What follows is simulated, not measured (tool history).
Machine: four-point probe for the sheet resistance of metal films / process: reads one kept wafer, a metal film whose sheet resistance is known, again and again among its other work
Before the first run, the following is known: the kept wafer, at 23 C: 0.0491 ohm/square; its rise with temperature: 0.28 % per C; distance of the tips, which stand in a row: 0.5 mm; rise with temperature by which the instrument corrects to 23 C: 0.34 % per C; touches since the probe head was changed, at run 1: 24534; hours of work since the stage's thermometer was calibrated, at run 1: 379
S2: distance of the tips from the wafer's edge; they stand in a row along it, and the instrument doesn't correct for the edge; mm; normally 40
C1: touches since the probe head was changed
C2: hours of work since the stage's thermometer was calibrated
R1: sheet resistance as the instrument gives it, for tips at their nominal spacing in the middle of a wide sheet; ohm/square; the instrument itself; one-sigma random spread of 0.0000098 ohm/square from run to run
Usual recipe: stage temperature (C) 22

Run 1, hour 0.0: usual settings; C1 24534; C2 379. Result: R1 0.049024 ohm/square.
Run 2, hour 96.9: usual settings but S2 5 mm; C1 26785; C2 444. Result: R1 0.049258 ohm/square.
Run 3, hour 171.4: usual settings but stage temperature (C) 23; C1 28515; C2 494. Result: R1 0.048960 ohm/square.
Run 4, hour 267.6: usual settings but stage temperature (C) 23; C1 30750; C2 559. Result: R1 0.048951 ohm/square.
Run 5, hour 386.7: usual settings but stage temperature (C) 23, S2 3 mm; C1 33519; C2 640. Result: R1 0.049638 ohm/square.
Run 6, hour 468.2: usual settings but stage temperature (C) 23, S2 3 mm; C1 35413; C2 695. Result: R1 0.049623 ohm/square.
Run 7, hour 567.8: usual settings; C1 37726; C2 762. Result: R1 0.048927 ohm/square.
Run 8, hour 622.0: usual settings but S2 14 mm; C1 38985; C2 798. Result: R1 0.048965 ohm/square.
Run 9, hour 730.5: usual settings; C1 41507; C2 872. Result: R1 0.048908 ohm/square.
Run 10, hour 839.8: usual settings but S2 25 mm; C1 44045; C2 945. Result: R1 0.048893 ohm/square.
Run 11, hour 896.3: usual settings but S2 25 mm; C1 45359; C2 984. Result: R1 0.048878 ohm/square.
Run 12, hour 966.3: usual settings but S2 15 mm; C1 46985; C2 1031. Result: R1 0.048891 ohm/square.
Run 13, hour 1060.1: usual settings but stage temperature (C) 31; C1 49165; C2 1094. Result: R1 0.048600 ohm/square.
Run 14, hour 1129.6: usual settings; C1 50778; C2 1141. Result: R1 0.048834 ohm/square.
Run 15, hour 1184.9: usual settings; C1 52063; C2 1178. Result: R1 0.048839 ohm/square.
Run 16, hour 1249.1: usual settings; C1 53554; C2 1222. Result: R1 0.048831 ohm/square.
Run 17, hour 1320.0: usual settings but stage temperature (C) 23; C1 55202; C2 1270. Result: R1 0.048799 ohm/square.
Run 18, hour 1409.0: usual settings; C1 57270; C2 1330. Result: R1 0.048816 ohm/square.
Run 19, hour 1494.4: usual settings; C1 59255; C2 1387. Result: R1 0.048792 ohm/square.
Run 20, hour 1567.5: usual settings but stage temperature (C) 25, S2 7 mm; C1 60953; C2 1437. Result: R1 0.048835 ohm/square.
At hour 1585.8: new probe head fitted.
Run 21, hour 1661.5: usual settings but stage temperature (C) 33, S2 5 mm; C1 1758; C2 1499. Result: R1 0.049298 ohm/square.
Run 22, hour 1744.5: usual settings but stage temperature (C) 33, S2 5 mm; C1 3688; C2 1555. Result: R1 0.049303 ohm/square.
Run 23, hour 1865.3: usual settings but stage temperature (C) 33, S2 5 mm; C1 6495; C2 1637. Result: R1 0.049275 ohm/square.
Run 24, hour 1970.8: usual settings but stage temperature (C) 24, S2 6 mm; C1 8945; C2 1708. Result: R1 0.049376 ohm/square.
Run 25, hour 2047.3: usual settings but stage temperature (C) 24, S2 6 mm; C1 10723; C2 1760. Result: R1 0.049385 ohm/square.
Run 26, hour 2100.3: usual settings but stage temperature (C) 24, S2 6 mm; C1 11955; C2 1796. Result: R1 0.049391 ohm/square.
At hour 2110.2: stage's thermometer calibrated.
Run 27, hour 2151.5: usual settings but stage temperature (C) 24, S2 6 mm; C1 13132; C2 28. Result: R1 0.049348 ohm/square.
Run 28, hour 2233.9: usual settings but stage temperature (C) 27, S2 8 mm; C1 15047; C2 84. Result: R1 0.049176 ohm/square.
Run 29, hour 2330.6: usual settings but stage temperature (C) 27, S2 8 mm; C1 17293; C2 149. Result: R1 0.049162 ohm/square.
Run 30, hour 2438.9: usual settings but S2 8 mm; C1 19809; C2 222. Result: R1 0.049280 ohm/square.
Run 31, hour 2520.9: usual settings but stage temperature (C) 26, S2 8 mm; C1 21715; C2 277. Result: R1 0.049157 ohm/square.
Run 32, hour 2620.9: usual settings but S2 42 mm; C1 24039; C2 345. Result: R1 0.049132 ohm/square.
At hour 2695.7: stage's thermometer calibrated, once more.
Run 33, hour 2725.3: usual settings but stage temperature (C) 21, S2 65 mm; C1 26451; C2 20. Result: R1 0.049197 ohm/square.
Run 34, hour 2795.0: usual settings but stage temperature (C) 21, S2 65 mm; C1 28072; C2 67. Result: R1 0.049192 ohm/square.
Run 35, hour 2893.2: usual settings but stage temperature (C) 21, S2 65 mm; C1 30354; C2 133. Result: R1 0.049186 ohm/square.
Run 36, hour 2977.1: usual settings but stage temperature (C) 30, S2 4 mm; C1 32304; C2 190. Result: R1 0.049347 ohm/square.
Run 37, hour 3097.9: usual settings but stage temperature (C) 30, S2 4 mm; C1 35108; C2 271. Result: R1 0.049311 ohm/square.
Run 38, hour 3211.3: usual settings but stage temperature (C) 21, S2 7 mm; C1 37744; C2 348. Result: R1 0.049254 ohm/square.

Some steps in R1 between neighbouring runs. How much of each would the tool show without its hidden state too (settings, what came in, random variation), and how much is left for the hidden state, with any gauge scatter that isn't in both results?
Unlogged tool condition in this case: inner tips' distance over the nominal, %; tips' flats over new ones', %; wafer's true temperature over the reading, C; drift of the gauge itself on sheet_ohm, %.
Run 4 -> 5: S2 40 -> 3. R1 +0.000687 ohm/square: hidden state -0.000021, all else +0.000708.
Run 6 -> 7: stage temperature (C) 23 -> 22, S2 3 -> 40. R1 -0.000696 ohm/square: hidden state -0.000012, all else -0.000684.
Run 20 -> 21: stage temperature (C) 25 -> 33, S2 7 -> 5, new probe head fitted. R1 +0.000463 ohm/square: hidden state +0.000540, all else -0.000077.
Run 32 -> 33: stage temperature (C) 22 -> 21, S2 42 -> 65, stage's thermometer calibrated, once more. R1 +0.000065 ohm/square: hidden state +0.000035, all else +0.000030.
